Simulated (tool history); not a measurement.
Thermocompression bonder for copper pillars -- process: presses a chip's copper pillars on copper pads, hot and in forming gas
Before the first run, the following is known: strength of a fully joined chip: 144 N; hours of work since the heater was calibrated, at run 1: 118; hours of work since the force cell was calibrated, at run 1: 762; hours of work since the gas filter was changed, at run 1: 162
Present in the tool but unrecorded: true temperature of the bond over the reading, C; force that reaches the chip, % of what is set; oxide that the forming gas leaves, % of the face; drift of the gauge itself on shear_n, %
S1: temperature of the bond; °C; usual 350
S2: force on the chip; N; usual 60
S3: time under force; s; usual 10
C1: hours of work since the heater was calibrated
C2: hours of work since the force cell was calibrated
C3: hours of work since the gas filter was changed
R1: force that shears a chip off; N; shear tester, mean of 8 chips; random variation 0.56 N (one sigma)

run 1 hour=0.0 | S1=350 S2=60 S3=10 | C1=118 C2=762 C3=162 | R1=61.0
run 2 hour=33.6 | S1=350 S2=60 S3=10 | C1=139 C2=783 C3=183 | R1=61.2
run 3 hour=50.6 | S1=350 S2=60 S3=10 | C1=149 C2=794 C3=194 | R1=61.8
run 4 hour=82.0 | S1=335 S2=60 S3=10 | C1=169 C2=813 C3=214 | R1=52.0
run 5 hour=109.9 | S1=335 S2=60 S3=10 | C1=187 C2=831 C3=231 | R1=51.3
run 6 hour=143.4 | S1=335 S2=60 S3=10 | C1=208 C2=852 C3=252 | R1=49.9
run 7 hour=169.1 | S1=358 S2=43 S3=17 | C1=224 C2=868 C3=268 | R1=63.2
-- hour=201.8 forming gas filter changed
run 8 hour=209.7 | S1=346 S2=46 S3=23 | C1=249 C2=893 C3=5 | R1=70.9
run 9 hour=240.1 | S1=346 S2=46 S3=23 | C1=268 C2=912 C3=24 | R1=70.5
run 10 hour=267.9 | S1=346 S2=46 S3=23 | C1=285 C2=930 C3=42 | R1=69.2
run 11 hour=292.5 | S1=380 S2=86 S3=10 | C1=301 C2=945 C3=57 | R1=98.7
run 12 hour=323.9 | S1=380 S2=86 S3=10 | C1=321 C2=965 C3=77 | R1=97.6

Some steps in R1 between neighbouring runs. How much of each would the tool show without its hidden state too (settings, what came in, random variation), and how much is left for the hidden state, with any gauge scatter that isn't in both results?
Run 7 -> 8: S1 358 -> 346, S2 43 -> 46, S3 17 -> 23, forming gas filter changed. R1 +7.7 N: hidden state +5.8, all else +1.9.
Run 10 -> 11: S1 346 -> 380, S2 46 -> 86, S3 23 -> 10. R1 +29.5 N: hidden state -0.7, all else +30.2.
